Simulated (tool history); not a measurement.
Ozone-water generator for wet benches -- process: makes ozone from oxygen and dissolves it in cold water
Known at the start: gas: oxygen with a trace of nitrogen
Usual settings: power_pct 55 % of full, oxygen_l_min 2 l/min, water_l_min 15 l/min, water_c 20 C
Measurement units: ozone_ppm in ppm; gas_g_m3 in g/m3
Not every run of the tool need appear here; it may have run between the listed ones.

run   hour  power_pct  oxygen_l_min  water_l_min  water_c  ozone_ppm  gas_g_m3
  1      0         55             2           15       20       10.7     136.2
  2   33.9         55             2           15       20       10.6     137.2
  3   70.6         41             2           15       20        8.9     115.2
  4  100.9         55             2           15       20       10.6     135.7
  5    128         55             2           15       13       11.3     137.1
  6  152.6         97             2           15       20       14.7     190.1
  7  176.6         97             2           15       20       14.8     188.3
  8  193.9         86             2           15       20       13.8       178
  9  225.7        100             2           15       20         15     193.2
 10  250.3         80             2           15       20       13.1     168.5
 11  271.6         55             2           15       20       10.4     136.6
 12  295.1         55             2           15       20       10.4     134.5
 13  328.9         55             2           15       20       10.5     134.7
 14  358.5         55             2           12       20       12.6     137.4
 15  375.6         98             2           12       20         18     191.9
 16  403.4         98             2           12       20       18.1     189.1
 17  425.5         98             2           12       20       18.1     191.3
 18  453.5         98             2           12       20       18.1     190.1
 19    481         86             2           19       14       11.5     176.5
 20  499.5         61             2           11       19       14.5     143.2
 21  529.4         55          2.59           15       20       10.9     115.2
 22  551.7         55          2.59           15       20       10.6     117.2
 23  574.9         40             2           13       20        9.8     111.7
 24  613.4         68          3.48           13       17         14     108.7
 25  652.3         55          2.93           16       20        9.9     107.1
 26  668.6         55          2.93           15       18         11     106.6
 27  694.6         55          2.93           11       18       13.9       108
 28  725.3         55          2.93           11       18       13.6     106.9
 29  757.5         63          2.94           16       20       10.7     115.7
 30  775.3         63          2.94           16       20       10.8     115.2
 31  796.2         55             2           15       19       10.6     135.3
 32  828.3         55             2           15       19       10.5     134.7
 33  845.1         42          1.28           10       19       12.6     151.4
 34  863.6         42          1.28           10       19       12.2     149.7

Measured less the same run without the tool's hidden state. The same run-to-run variation is in both; the gauge's scatter may not be:
The tool's hidden condition here consists of: yield of the discharge, % of new electrodes'; contactor's efficiency, % of a clean one's; true water temperature over the reading, C; drift of the gauge itself on ozone_ppm, %; drift of the gauge itself on gas_g_m3, %.
run  ozone_ppm  gas_g_m3
  1       -0.2      -0.9
  2       -0.2      -1.1
  3       -0.2      -0.7
  4       -0.3      -1.2
  5       -0.3      -1.3
  6       -0.4      -2.5
  7       -0.4      -2.6
  8       -0.4      -2.4
  9       -0.5      -2.9
 10       -0.4      -2.4
 11       -0.4      -1.5
 12       -0.3      -1.5
 13       -0.4      -1.7
 14       -0.4      -1.7
 15       -0.6      -3.4
 16       -0.6      -3.5
 17       -0.6      -3.7
 18       -0.6      -3.8
 19       -0.5      -3.3
 20       -0.5      -2.2
 21       -0.4      -1.8
 22       -0.4      -1.8
 23       -0.3      -1.4
 24       -0.5      -2.1
 25       -0.4      -1.8
 26       -0.4      -1.9
 27       -0.5      -1.9
 28       -0.6      -1.9
 29       -0.5      -2.4
 30       -0.5      -2.4
 31       -0.4      -2.6
 32       -0.5      -2.7
 33       -0.4      -2.5
 34       -0.5      -2.5
